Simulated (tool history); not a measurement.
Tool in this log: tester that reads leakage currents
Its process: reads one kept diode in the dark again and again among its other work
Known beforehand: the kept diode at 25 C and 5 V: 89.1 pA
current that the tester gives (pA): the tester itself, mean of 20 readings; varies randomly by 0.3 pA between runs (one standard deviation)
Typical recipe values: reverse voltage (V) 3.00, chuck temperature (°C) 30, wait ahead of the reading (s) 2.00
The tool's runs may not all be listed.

run	day	reverse voltage (V)	chuck temperature (°C)	wait ahead of the reading (s)	current that the tester gives (pA)
1	0.000	3.00	30	2.00	119.43
# day 0.854: chuck's temperature calibrated
2	2.629	3.00	30	2.00	102.75
3	4.925	3.00	30	2.00	102.71
4	6.038	3.00	30	1.31	103.40
5	8.279	3.00	30	1.31	103.90
6	9.979	3.00	30	1.31	103.24
7	11.758	3.00	30	1.31	103.89
8	13.171	1.02	30	2.00	55.26
9	14.542	3.00	30	2.00	103.72
10	16.417	3.00	30	2.00	105.01
11	18.046	3.00	30	2.00	104.79
12	19.188	3.00	30	2.82	103.96
13	20.350	3.00	30	2.82	104.36
14	22.550	3.00	30	2.82	105.21
15	24.433	3.00	30	2.82	105.35
16	25.771	3.00	30	1.61	105.92
17	27.888	3.00	30	1.61	106.35
18	29.758	3.00	30	1.61	105.60
19	31.279	8.07	30	1.61	192.26
20	33.100	3.00	30	2.00	106.58
21	34.233	3.20	30	0.34	111.22
22	36.538	3.20	30	0.34	112.32
23	38.304	19.55	30	0.85	331.00
24	40.350	19.55	30	0.85	332.82
25	41.825	9.67	30	0.85	219.00
26	43.638	9.67	30	0.85	219.18
27	45.175	3.40	32	9.12	135.21
28	46.567	3.40	32	9.12	135.37
29	48.442	1.35	32	1.56	79.29
30	50.675	4.42	30	2.00	137.02
31	52.942	1.08	45	3.72	183.44
32	55.067	1.08	45	3.72	183.35
33	57.212	1.08	60	3.72	514.70
34	59.492	1.08	24	1.07	37.76
35	61.083	1.77	37	0.62	137.20
36	63.396	4.10	38	2.00	242.37
37	65.942	1.36	42	0.35	171.01
38	67.679	1.10	25	2.43	41.74
39	69.329	1.10	25	2.43	41.63

Here are 4 independent what-if runs from the current tool condition. What would each one return?
A	71.454	2.42	30	2.00	?
B	71.454	11.97	41	0.53	?
C	71.454	1.10	49	1.42	?
D	71.454	10.30	23	2.43	?

run	current that the tester gives (pA)
A	98.12
B	576.07
C	249.48
D	140.78
With no hidden state in the tool, these same runs would have given:
run	current that the tester gives (pA)
A	87.84
B	521.32
C	232.80
D	114.99
